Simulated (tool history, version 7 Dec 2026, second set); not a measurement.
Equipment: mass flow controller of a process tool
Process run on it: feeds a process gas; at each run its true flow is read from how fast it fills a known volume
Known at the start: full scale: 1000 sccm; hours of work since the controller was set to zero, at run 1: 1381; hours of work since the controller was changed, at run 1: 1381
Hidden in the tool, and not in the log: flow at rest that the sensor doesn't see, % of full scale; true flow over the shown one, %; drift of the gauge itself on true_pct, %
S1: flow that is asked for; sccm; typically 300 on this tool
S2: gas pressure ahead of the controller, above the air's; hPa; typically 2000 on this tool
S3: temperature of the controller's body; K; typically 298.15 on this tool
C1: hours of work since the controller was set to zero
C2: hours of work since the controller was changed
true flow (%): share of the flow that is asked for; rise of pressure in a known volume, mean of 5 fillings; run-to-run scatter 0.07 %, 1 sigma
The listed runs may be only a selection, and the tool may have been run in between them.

Run 1, hour 0.0: usual settings; C1 1381; C2 1381. Result: true flow (%) 98.92.
Run 2, hour 126.4: usual settings but S2 1850 hPa; C1 1453; C2 1453. Result: true flow (%) 98.84.
Run 3, hour 259.0: usual settings; C1 1530; C2 1530. Result: true flow (%) 98.85.
Run 4, hour 374.5: usual settings; C1 1596; C2 1596. Result: true flow (%) 98.95.
Run 5, hour 519.5: usual settings; C1 1680; C2 1680. Result: true flow (%) 99.06.
Run 6, hour 598.7: usual settings; C1 1725; C2 1725. Result: true flow (%) 99.03.
Run 7, hour 757.2: usual settings but S1 294 sccm, S2 1600 hPa; C1 1816; C2 1816. Result: true flow (%) 98.90.
Run 8, hour 889.3: usual settings but S1 294 sccm, S2 1600 hPa; C1 1892; C2 1892. Result: true flow (%) 98.93.
Run 9, hour 1034.3: usual settings but S1 339 sccm, S2 1750 hPa, S3 304.15 K; C1 1976; C2 1976. Result: true flow (%) 99.67.
Run 10, hour 1134.9: usual settings but S1 152 sccm, S2 2440 hPa, S3 311.15 K; C1 2034; C2 2034. Result: true flow (%) 100.81.

Run 11 is up next; what results do you expect?
Run 11, hour 1252.9: usual settings but S2 1900 hPa; C1 2102; C2 2102. Result: true flow (%) ?.

true flow (%): 99.26
If the tool had no hidden condition, the same run with the same run-to-run variation would have returned true flow (%) 97.80.
